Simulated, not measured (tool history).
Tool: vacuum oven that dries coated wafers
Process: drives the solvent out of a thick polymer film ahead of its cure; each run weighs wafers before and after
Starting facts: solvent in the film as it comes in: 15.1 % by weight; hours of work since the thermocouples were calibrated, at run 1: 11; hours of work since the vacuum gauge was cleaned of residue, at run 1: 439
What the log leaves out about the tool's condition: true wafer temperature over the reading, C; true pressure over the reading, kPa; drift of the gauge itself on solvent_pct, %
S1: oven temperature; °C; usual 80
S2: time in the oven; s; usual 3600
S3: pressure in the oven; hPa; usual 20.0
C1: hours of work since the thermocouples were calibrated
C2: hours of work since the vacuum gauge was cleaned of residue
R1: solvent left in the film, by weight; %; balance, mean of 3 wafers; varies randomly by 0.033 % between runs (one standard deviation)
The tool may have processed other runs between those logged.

run	day	S1	S2	S3	C1	C2	R1
1	0.000	80	3600	20.0	11	439	2.31
2	0.783	80	3600	45.5	21	450	3.33
3	1.633	65	3600	20.0	33	462	6.41
4	2.812	80	3600	20.0	49	478	2.29
5	3.475	70	3600	20.0	58	486	4.84
6	4.304	70	3600	20.0	69	498	4.84
7	5.458	70	3600	20.0	85	513	4.84
8	6.158	70	3600	20.0	94	523	4.78
9	7.438	70	3600	20.0	111	540	4.83
10	8.350	70	3600	20.0	124	553	4.89
11	9.092	70	3600	20.0	134	563	4.99
12	10.008	80	3600	54.0	146	575	3.73
13	11.338	80	3600	20.0	164	593	2.22
14	12.033	80	3600	20.0	174	602	2.22
15	13.079	80	3600	20.0	188	617	2.30
16	14.258	80	3600	31.4	204	633	2.76
17	14.938	80	2400	20.0	213	642	3.63
18	15.625	95	3600	20.0	222	651	0.68
19	16.233	95	3600	20.0	231	659	0.67
20	17.250	81	1920	20.0	244	673	4.24
21	18.062	81	1920	20.0	255	684	4.24
22	19.404	92	4560	73.0	273	702	2.23
23	20.662	78	3600	55.5	291	719	4.22
24	21.412	78	2820	55.5	301	729	4.99
25	22.062	78	2820	55.5	310	738	4.98
26	23.179	78	2400	35.1	325	753	4.73
27	24.246	80	5400	20.0	339	768	1.45
28	25.404	80	3600	73.5	355	784	4.47
29	26.558	69	2940	73.5	370	799	8.55
30	27.379	74	3660	20.0	382	810	3.59
31	28.533	74	3660	20.0	397	826	3.60
32	29.208	74	3660	20.0	406	835	3.60
33	30.071	94	3600	24.5	418	847	0.84
34	31.375	94	3600	24.5	436	864	0.83

Forecast run 35:
35	32.350	94	3600	24.5	449	878	?

R1: 0.84 %
Were there no unlogged condition in the tool, this run, its random variation unchanged, would have produced R1 0.79 %.
